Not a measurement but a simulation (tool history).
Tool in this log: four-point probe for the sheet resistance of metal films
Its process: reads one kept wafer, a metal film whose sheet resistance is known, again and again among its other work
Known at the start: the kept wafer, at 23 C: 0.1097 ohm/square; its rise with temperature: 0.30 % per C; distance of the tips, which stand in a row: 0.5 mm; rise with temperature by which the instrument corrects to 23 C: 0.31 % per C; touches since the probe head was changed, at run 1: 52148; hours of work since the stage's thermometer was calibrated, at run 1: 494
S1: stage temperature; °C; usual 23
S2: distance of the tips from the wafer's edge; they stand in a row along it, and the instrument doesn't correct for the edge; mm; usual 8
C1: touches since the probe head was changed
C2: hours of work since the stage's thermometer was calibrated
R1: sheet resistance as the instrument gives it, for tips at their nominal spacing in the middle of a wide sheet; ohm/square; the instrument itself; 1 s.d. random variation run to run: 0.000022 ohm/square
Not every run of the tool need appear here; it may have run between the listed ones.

run,hour,S1,S2,C1,C2,R1
1,0,23,8,52148,494,0.109495
2,54.9,29,8,54428,521,0.109455
3,124.1,23,57,57302,553,0.109205
4,181.6,23,57,59686,581,0.109196
5,260.5,23,57,62962,618,0.109184
6,298.9,23,57,64556,636,0.109177
7,369.2,23,8,67475,670,0.109347
8,412.2,23,8,69260,690,0.109347
9,486.5,23,8,72346,725,0.109347
10,563,26,9,75521,761,0.10922
11,616.5,21,4,77741,787,0.109973
12,671.6,33,4,80031,813,0.1099
13,738,23,41,82787,844,0.108967
14,790.9,31,27,84984,870,0.108942
15,836.8,34,38,86888,891,0.1089
16,876.7,34,38,88545,910,0.10888

5 options for the next run, each taken on its own from the tool as it stands now. Forecast them:
A,928.9,25,4,90711,935,?
B,928.9,29,8,90711,935,?
C,928.9,28,15,90711,935,?
D,928.9,22,10,90711,935,?
E,928.9,31,26,90711,935,?

run,R1
A,0.109831
B,0.109078
C,0.108911
D,0.109049
E,0.108896
Without the tool's unlogged condition, the same runs would have read:
run,R1
A,0.110633
B,0.109876
C,0.109707
D,0.109844
E,0.109693
